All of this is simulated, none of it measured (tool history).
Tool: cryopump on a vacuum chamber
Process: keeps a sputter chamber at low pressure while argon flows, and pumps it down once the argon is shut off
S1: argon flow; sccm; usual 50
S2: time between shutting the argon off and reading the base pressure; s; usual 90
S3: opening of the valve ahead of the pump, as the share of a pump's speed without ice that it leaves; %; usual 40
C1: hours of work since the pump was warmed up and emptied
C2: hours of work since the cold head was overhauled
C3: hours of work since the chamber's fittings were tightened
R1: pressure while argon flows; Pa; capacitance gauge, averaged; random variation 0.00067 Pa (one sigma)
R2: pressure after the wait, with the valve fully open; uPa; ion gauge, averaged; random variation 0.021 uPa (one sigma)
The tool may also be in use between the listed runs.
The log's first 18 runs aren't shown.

run    hour  S1   S2  S3   C1    C2    C3      R1    R2
      695.6  -- pump warmed up, emptied and cooled again
 19   702.8  26   90  40    6  1381   672  0.0572  0.82
 20   734.5  26   90  40   30  1406   697  0.0585  0.87
 21   772.2  73   90  23   60  1435   726  0.2833   0.9
 22     801  73  135  20   82  1458   749   0.324  0.82
 23   823.2  71   50  30   99  1475   766  0.2129  1.19
 24   874.4  40   90  17  139  1515   806   0.212  0.97
 25   910.4  40   90  17  167  1543   834  0.2156  0.96
 26   963.1  50   90  39  208  1584   875  0.1224  1.03
 27   991.4  50   90  21  230  1606   897  0.2179  1.09
 28  1036.3  46   22  40  265  1641   932  0.1116  2.18
 29    1078  31   22  30  298  1674   965  0.0998  2.11
 30  1110.4  78   23  45  323  1699   990  0.1743  2.15
 31  1156.2  23   21  18  359  1734  1025  0.1204  2.29
 32  1189.8  37  252  32  385  1761  1052  0.1147  1.03
 33  1220.7  50   90  24  409  1785  1076  0.2038  1.34
 34  1249.9  50  184  40  432  1808  1098  0.1324   1.2

4 ways to go on from here, each from the tool as it stands after run 34. What would each give?
     1265.1  -- pump warmed up, emptied and cooled again
  A  1303.1  50  262  40  30  1845  1136   ?   ?
     1265.1  -- pump warmed up, emptied and cooled again
  B  1303.1  37   47  48  30  1845  1136   ?   ?
     1265.1  -- pump warmed up, emptied and cooled again
  C  1303.1  50   90  32  30  1845  1136   ?   ?
     1265.1  -- pump warmed up, emptied and cooled again
  D  1303.1  57  184  40  30  1845  1136   ?   ?

run      R1    R2
  A  0.1112  0.85
  B  0.0687  1.41
  C    0.14  1.13
  D  0.1274  0.92
Without the tool's hidden state the same runs would have given:
run      R1    R2
  A  0.1093  0.27
  B  0.0674  0.82
  C  0.1382  0.53
  D  0.1253  0.34
